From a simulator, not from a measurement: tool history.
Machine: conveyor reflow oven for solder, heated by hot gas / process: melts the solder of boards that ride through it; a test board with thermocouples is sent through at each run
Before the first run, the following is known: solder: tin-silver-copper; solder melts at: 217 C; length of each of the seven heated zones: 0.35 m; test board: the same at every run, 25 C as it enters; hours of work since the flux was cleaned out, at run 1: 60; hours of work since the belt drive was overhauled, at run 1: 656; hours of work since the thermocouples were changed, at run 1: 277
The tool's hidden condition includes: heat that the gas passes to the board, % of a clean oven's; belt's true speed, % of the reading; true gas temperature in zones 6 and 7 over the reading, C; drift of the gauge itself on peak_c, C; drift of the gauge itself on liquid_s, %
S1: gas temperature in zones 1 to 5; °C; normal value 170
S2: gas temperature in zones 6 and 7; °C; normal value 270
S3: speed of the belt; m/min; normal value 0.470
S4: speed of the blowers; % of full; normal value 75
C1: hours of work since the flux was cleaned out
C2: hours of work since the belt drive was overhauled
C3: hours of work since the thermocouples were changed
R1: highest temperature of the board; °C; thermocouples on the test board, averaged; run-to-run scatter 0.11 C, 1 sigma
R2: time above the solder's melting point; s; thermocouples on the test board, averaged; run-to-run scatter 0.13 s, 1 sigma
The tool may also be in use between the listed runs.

Run 1, day 0.000: usual settings; C1 60; C2 656; C3 277. Result: R1 259.2 °C, R2 72.5 s.
Run 2, day 0.271: usual settings; C1 64; C2 661; C3 281. Result: R1 259.3 °C, R2 73.0 s.
Run 3, day 0.529: usual settings; C1 69; C2 666; C3 286. Result: R1 259.2 °C, R2 72.7 s.
Run 4, day 0.900: usual settings but S1 156 °C; C1 76; C2 673; C3 293. Result: R1 257.3 °C, R2 66.8 s.
Run 5, day 1.288: usual settings but S2 279 °C; C1 83; C2 680; C3 300. Result: R1 267.7 °C, R2 77.7 s.
Run 6, day 1.558: usual settings but S2 279 °C; C1 88; C2 685; C3 305. Result: R1 267.4 °C, R2 77.5 s.
Run 7, day 2.025: usual settings but S2 268 °C; C1 96; C2 693; C3 313. Result: R1 257.3 °C, R2 71.5 s.
Run 8, day 2.279: usual settings but S1 180 °C, S2 268 °C; C1 101; C2 698; C3 318. Result: R1 258.6 °C, R2 75.9 s.
Run 9, day 2.592: usual settings but S2 284 °C; C1 107; C2 703; C3 324. Result: R1 271.9 °C, R2 79.7 s.
Run 10, day 2.825: usual settings but S2 283 °C; C1 111; C2 708; C3 328. Result: R1 271.1 °C, R2 79.4 s.
Run 11, day 3.108: usual settings but S2 275 °C; C1 116; C2 713; C3 333. Result: R1 263.6 °C, R2 75.5 s.
Run 12, day 3.317: usual settings but S2 275 °C; C1 120; C2 717; C3 337. Result: R1 263.6 °C, R2 75.5 s.
Run 13, day 3.667: usual settings but S2 275 °C; C1 126; C2 723; C3 343. Result: R1 263.8 °C, R2 75.5 s.
Run 14, day 3.908: usual settings but S1 181 °C; C1 130; C2 727; C3 348. Result: R1 260.3 °C, R2 77.6 s.
Run 15, day 4.246: usual settings but S1 181 °C; C1 137; C2 733; C3 354. Result: R1 260.2 °C, R2 77.8 s.
Run 16, day 4.654: usual settings but S1 165 °C, S4 78 % of full; C1 144; C2 741; C3 361. Result: R1 258.8 °C, R2 70.6 s.
Run 17, day 5.129: usual settings but S2 275 °C, S3 0.420 m/min; C1 153; C2 749; C3 370. Result: R1 266.5 °C, R2 86.9 s.
Run 18, day 5.450: usual settings but S2 265 °C, S3 0.435 m/min, S4 68 % of full; C1 158; C2 755; C3 375. Result: R1 255.4 °C, R2 76.0 s.
Run 19, day 5.900: usual settings but S2 265 °C, S3 0.435 m/min, S4 68 % of full; C1 167; C2 763; C3 384. Result: R1 255.3 °C, R2 76.0 s.
Run 20, day 6.104: usual settings but S2 265 °C, S3 0.435 m/min, S4 68 % of full; C1 170; C2 767; C3 387. Result: R1 255.4 °C, R2 76.1 s.
Run 21, day 6.450: usual settings but S4 65 % of full; C1 177; C2 773; C3 394. Result: R1 257.2 °C, R2 70.8 s.
Run 22, day 6.858: usual settings but S1 168 °C, S2 276 °C, S3 0.407 m/min, S4 51 % of full; C1 184; C2 781; C3 401. Result: R1 264.1 °C, R2 86.6 s.
Run 23, day 7.175: usual settings but S3 0.530 m/min; C1 190; C2 787; C3 407. Result: R1 255.2 °C, R2 60.7 s.
Run 24, day 7.521: usual settings but S3 0.530 m/min; C1 196; C2 793; C3 413. Result: R1 255.1 °C, R2 60.7 s.
Run 25, day 7.912: usual settings but S1 173 °C, S3 0.392 m/min; C1 203; C2 800; C3 420. Result: R1 263.2 °C, R2 93.0 s.
Run 26, day 8.258: usual settings but S1 173 °C, S3 0.392 m/min; C1 209; C2 806; C3 426. Result: R1 263.3 °C, R2 92.6 s.
Run 27, day 8.492: usual settings but S1 162 °C, S2 283 °C, S4 72 % of full; C1 214; C2 810; C3 431. Result: R1 269.0 °C, R2 75.7 s.
Run 28, day 8.704: usual settings but S1 162 °C, S2 283 °C, S4 78 % of full; C1 217; C2 814; C3 435. Result: R1 270.1 °C, R2 76.2 s.
Run 29, day 9.104: usual settings but S1 181 °C, S2 271 °C, S3 0.448 m/min, S4 50 % of full; C1 225; C2 822; C3 442. Result: R1 258.4 °C, R2 79.4 s.
Run 30, day 9.479: usual settings but S1 182 °C, S2 271 °C; C1 231; C2 828; C3 449. Result: R1 260.8 °C, R2 78.5 s.

Selected run-to-run steps in R1, each split into two signed amounts: the part the tool would show with no hidden state at all (from settings, incoming material and random variation), and the remainder, which goes to the hidden state together with any gauge scatter not common to the measured and the hidden-state-free results:
Run 8 -> 9: S1 180 -> 170, S2 268 -> 284. R1 +13.3 °C: hidden state +0.0, all else +13.3.
Run 17 -> 18: S2 275 -> 265, S3 0.420 -> 0.435, S4 75 -> 68. R1 -11.1 °C: hidden state +0.0, all else -11.1.
Run 22 -> 23: S1 168 -> 170, S2 276 -> 270, S3 0.407 -> 0.530, S4 51 -> 75. R1 -8.9 °C: hidden state -0.6, all else -8.3.
Run 24 -> 25: S1 170 -> 173, S3 0.530 -> 0.392. R1 +8.1 °C: hidden state +0.5, all else +7.6.
Run 26 -> 27: S1 173 -> 162, S2 270 -> 283, S3 0.392 -> 0.470, S4 75 -> 72. R1 +5.7 °C: hidden state -0.5, all else +6.2.
Run 28 -> 29: S1 162 -> 181, S2 283 -> 271, S3 0.470 -> 0.448, S4 78 -> 50. R1 -11.7 °C: hidden state +0.5, all else -12.2.
